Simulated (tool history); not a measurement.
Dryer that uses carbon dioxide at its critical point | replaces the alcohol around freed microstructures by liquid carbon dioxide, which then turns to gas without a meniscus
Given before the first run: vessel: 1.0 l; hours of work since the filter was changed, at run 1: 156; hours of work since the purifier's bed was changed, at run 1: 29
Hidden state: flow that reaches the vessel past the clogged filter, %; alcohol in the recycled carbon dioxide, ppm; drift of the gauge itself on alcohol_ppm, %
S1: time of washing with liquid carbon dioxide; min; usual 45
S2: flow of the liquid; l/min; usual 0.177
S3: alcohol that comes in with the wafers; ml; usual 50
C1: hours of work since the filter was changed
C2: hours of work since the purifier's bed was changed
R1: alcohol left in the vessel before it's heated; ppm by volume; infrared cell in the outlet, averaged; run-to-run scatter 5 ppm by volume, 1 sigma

run	hour	S1	S2	S3	C1	C2	R1
1	0.0	45	0.177	50	156	29	41
2	9.5	45	0.177	50	160	34	41
3	14.9	58	0.177	50	163	36	16
4	19.7	58	0.177	50	165	38	16
5	30.9	58	0.177	50	170	44	14
6	41.3	58	0.177	50	175	49	14
7	50.9	58	0.177	111	180	53	25
8	59.2	58	0.177	111	184	57	25
9	66.7	45	0.132	50	187	61	232
10	72.3	45	0.132	50	190	63	222
11	76.9	45	0.132	50	192	65	225
12	84.2	28	0.178	35	195	69	376

What does the tool deliver on the next run?
13	93.9	45	0.177	57	200	73	?

For run 13 the tool returned R1 66 ppm by volume.
On a tool with no hidden condition, and with the same random variation, this run would have come out at R1 39 ppm by volume.

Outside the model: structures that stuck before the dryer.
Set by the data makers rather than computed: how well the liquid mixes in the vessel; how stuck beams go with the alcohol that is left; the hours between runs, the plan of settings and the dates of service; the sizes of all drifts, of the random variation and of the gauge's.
